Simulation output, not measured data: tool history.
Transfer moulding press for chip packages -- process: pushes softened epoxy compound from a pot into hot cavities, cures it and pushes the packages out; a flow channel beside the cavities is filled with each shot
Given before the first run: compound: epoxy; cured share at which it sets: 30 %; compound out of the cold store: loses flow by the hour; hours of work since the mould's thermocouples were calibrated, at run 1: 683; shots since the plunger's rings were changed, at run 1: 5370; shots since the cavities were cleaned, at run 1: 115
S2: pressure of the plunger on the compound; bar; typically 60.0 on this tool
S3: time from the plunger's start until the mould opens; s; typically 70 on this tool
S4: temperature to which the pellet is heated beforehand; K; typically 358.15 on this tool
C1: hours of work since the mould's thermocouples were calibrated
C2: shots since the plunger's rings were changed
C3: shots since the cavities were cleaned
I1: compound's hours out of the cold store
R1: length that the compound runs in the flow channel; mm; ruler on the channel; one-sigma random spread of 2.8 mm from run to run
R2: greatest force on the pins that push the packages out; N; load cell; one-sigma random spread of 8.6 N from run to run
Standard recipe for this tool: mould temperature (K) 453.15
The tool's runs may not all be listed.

{"run": 1, "hour": 0.0, "mould temperature (K)": 453.15, "S2": 60.0, "S3": 70, "S4": 358.15, "C1": 683, "C2": 5370, "C3": 115, "I1": 47.5, "R1": 689, "R2": 437}
{"hour": 5.5, "done": "plunger's sealing rings changed"}
{"run": 2, "hour": 14.3, "mould temperature (K)": 453.15, "S2": 60.0, "S3": 70, "S4": 358.15, "C1": 692, "C2": 156, "C3": 324, "I1": 16.9, "R1": 800, "R2": 567}
{"hour": 25.2, "done": "cavities cleaned with cleaning compound and waxed"}
{"run": 3, "hour": 26.1, "mould temperature (K)": 453.15, "S2": 60.0, "S3": 70, "S4": 358.15, "C1": 700, "C2": 337, "C3": 15, "I1": 26.0, "R1": 780, "R2": 413}
{"run": 4, "hour": 44.3, "mould temperature (K)": 453.15, "S2": 60.0, "S3": 70, "S4": 358.15, "C1": 714, "C2": 659, "C3": 337, "I1": 13.5, "R1": 803, "R2": 567}
{"hour": 54.2, "done": "cavities cleaned with cleaning compound and waxed"}
{"run": 5, "hour": 55.3, "mould temperature (K)": 453.15, "S2": 60.0, "S3": 106, "S4": 358.15, "C1": 722, "C2": 827, "C3": 20, "I1": 8.9, "R1": 817, "R2": 213}
{"run": 6, "hour": 69.4, "mould temperature (K)": 453.15, "S2": 60.0, "S3": 106, "S4": 351.15, "C1": 733, "C2": 1075, "C3": 268, "I1": 45.9, "R1": 721, "R2": 263}
{"run": 7, "hour": 80.5, "mould temperature (K)": 461.15, "S2": 60.0, "S3": 70, "S4": 358.15, "C1": 742, "C2": 1273, "C3": 466, "I1": 31.4, "R1": 741, "R2": 369}
{"hour": 84.1, "done": "cavities cleaned with cleaning compound and waxed"}
{"run": 8, "hour": 103.9, "mould temperature (K)": 453.15, "S2": 60.0, "S3": 70, "S4": 358.15, "C1": 759, "C2": 1658, "C3": 349, "I1": 23.6, "R1": 773, "R2": 572}
{"hour": 112.9, "done": "cavities cleaned with cleaning compound and waxed"}
{"run": 9, "hour": 118.4, "mould temperature (K)": 453.15, "S2": 60.0, "S3": 74, "S4": 358.15, "C1": 769, "C2": 1888, "C3": 97, "I1": 42.8, "R1": 727, "R2": 382}
{"run": 10, "hour": 129.1, "mould temperature (K)": 453.15, "S2": 60.0, "S3": 70, "S4": 358.15, "C1": 778, "C2": 2078, "C3": 287, "I1": 32.5, "R1": 750, "R2": 554}
{"hour": 141.1, "done": "mould's thermocouples calibrated"}
{"hour": 143.9, "done": "cavities cleaned with cleaning compound and waxed"}
{"run": 11, "hour": 147.5, "mould temperature (K)": 453.15, "S2": 60.0, "S3": 97, "S4": 358.15, "C1": 4, "C2": 2340, "C3": 63, "I1": 24.2, "R1": 766, "R2": 227}
{"run": 12, "hour": 157.7, "mould temperature (K)": 453.15, "S2": 60.0, "S3": 97, "S4": 358.15, "C1": 12, "C2": 2521, "C3": 244, "I1": 10.3, "R1": 798, "R2": 261}
{"hour": 172.7, "done": "cavities cleaned with cleaning compound and waxed"}
{"run": 13, "hour": 176.2, "mould temperature (K)": 453.15, "S2": 60.0, "S3": 97, "S4": 358.15, "C1": 25, "C2": 2820, "C3": 61, "I1": 42.5, "R1": 717, "R2": 219}
{"run": 14, "hour": 192.3, "mould temperature (K)": 453.15, "S2": 60.0, "S3": 97, "S4": 358.15, "C1": 38, "C2": 3105, "C3": 346, "I1": 11.3, "R1": 794, "R2": 293}
{"hour": 200.7, "done": "cavities cleaned with cleaning compound and waxed"}
{"run": 15, "hour": 203.9, "mould temperature (K)": 450.15, "S2": 64.0, "S3": 63, "S4": 353.15, "C1": 46, "C2": 3284, "C3": 57, "I1": 20.6, "R1": 794, "R2": 669}
{"run": 16, "hour": 225.6, "mould temperature (K)": 453.15, "S2": 49.0, "S3": 70, "S4": 358.15, "C1": 63, "C2": 3666, "C3": 439, "I1": 35.8, "R1": 652, "R2": 549}
{"hour": 228.7, "done": "cavities cleaned with cleaning compound and waxed"}
{"run": 17, "hour": 236.1, "mould temperature (K)": 460.15, "S2": 60.0, "S3": 85, "S4": 355.15, "C1": 70, "C2": 3825, "C3": 130, "I1": 30.4, "R1": 731, "R2": 219}
{"run": 18, "hour": 246.8, "mould temperature (K)": 446.15, "S2": 70.2, "S3": 70, "S4": 358.15, "C1": 79, "C2": 4014, "C3": 319, "I1": 17.2, "R1": 846, "R2": 791}
{"hour": 257.3, "done": "cavities cleaned with cleaning compound and waxed"}
{"run": 19, "hour": 270.4, "mould temperature (K)": 446.15, "S2": 70.2, "S3": 70, "S4": 357.15, "C1": 96, "C2": 4405, "C3": 232, "I1": 8.2, "R1": 868, "R2": 755}
{"hour": 285.3, "done": "cavities cleaned with cleaning compound and waxed"}
{"run": 20, "hour": 285.5, "mould temperature (K)": 446.15, "S2": 70.2, "S3": 70, "S4": 357.15, "C1": 107, "C2": 4644, "C3": 3, "I1": 28.3, "R1": 817, "R2": 591}
{"run": 21, "hour": 305.2, "mould temperature (K)": 453.15, "S2": 71.5, "S3": 54, "S4": 358.15, "C1": 123, "C2": 4992, "C3": 351, "I1": 32.3, "R1": 792, "R2": 1008}
{"hour": 314.1, "done": "cavities cleaned with cleaning compound and waxed"}
{"run": 22, "hour": 318.7, "mould temperature (K)": 448.15, "S2": 51.5, "S3": 68, "S4": 358.15, "C1": 132, "C2": 5204, "C3": 81, "I1": 44.4, "R1": 650, "R2": 574}
{"hour": 334.4, "done": "plunger's sealing rings changed"}
{"run": 23, "hour": 334.4, "mould temperature (K)": 453.15, "S2": 60.0, "S3": 70, "S4": 368.15, "C1": 143, "C2": 0, "C3": 314, "I1": 32.7, "R1": 761, "R2": 485}
{"hour": 344.6, "done": "cavities cleaned with cleaning compound and waxed"}
{"run": 24, "hour": 353.9, "mould temperature (K)": 453.15, "S2": 60.0, "S3": 70, "S4": 368.15, "C1": 157, "C2": 319, "C3": 165, "I1": 43.5, "R1": 732, "R2": 424}
{"run": 25, "hour": 366.7, "mould temperature (K)": 453.15, "S2": 60.0, "S3": 70, "S4": 368.15, "C1": 167, "C2": 545, "C3": 391, "I1": 40.8, "R1": 737, "R2": 507}
{"hour": 373.8, "done": "cavities cleaned with cleaning compound and waxed"}
{"run": 26, "hour": 382.9, "mould temperature (K)": 446.15, "S2": 62.1, "S3": 70, "S4": 355.15, "C1": 179, "C2": 804, "C3": 160, "I1": 13.1, "R1": 834, "R2": 766}
{"run": 27, "hour": 398.0, "mould temperature (K)": 446.15, "S2": 62.1, "S3": 70, "S4": 355.15, "C1": 191, "C2": 1071, "C3": 427, "I1": 22.0, "R1": 811, "R2": 882}

Here are 3 independent what-if runs from the current tool condition. What would each one return?
{"hour": 403.7, "done": "cavities cleaned with cleaning compound and waxed"}
{"run": "A", "hour": 411.3, "mould temperature (K)": 453.15, "S2": 49.7, "S3": 70, "S4": 363.15, "C1": 200, "C2": 1280, "C3": 135, "I1": 12.7, "R1": "?", "R2": "?"}
{"hour": 403.7, "done": "cavities cleaned with cleaning compound and waxed"}
{"run": "B", "hour": 411.3, "mould temperature (K)": 446.15, "S2": 62.1, "S3": 68, "S4": 355.15, "C1": 200, "C2": 1280, "C3": 135, "I1": 19.6, "R1": "?", "R2": "?"}
{"hour": 403.7, "done": "cavities cleaned with cleaning compound and waxed"}
{"run": "C", "hour": 411.3, "mould temperature (K)": 453.15, "S2": 60.0, "S3": 60, "S4": 358.15, "C1": 200, "C2": 1280, "C3": 135, "I1": 41.5, "R1": "?", "R2": "?"}

run=A R1=728 R2=463
run=B R1=813 R2=753
run=C R1=729 R2=649
With the hidden condition removed and each run's random variation left untouched, the same runs would have given:
run=A R1=738 R2=370
run=B R1=823 R2=606
run=C R1=739 R2=522

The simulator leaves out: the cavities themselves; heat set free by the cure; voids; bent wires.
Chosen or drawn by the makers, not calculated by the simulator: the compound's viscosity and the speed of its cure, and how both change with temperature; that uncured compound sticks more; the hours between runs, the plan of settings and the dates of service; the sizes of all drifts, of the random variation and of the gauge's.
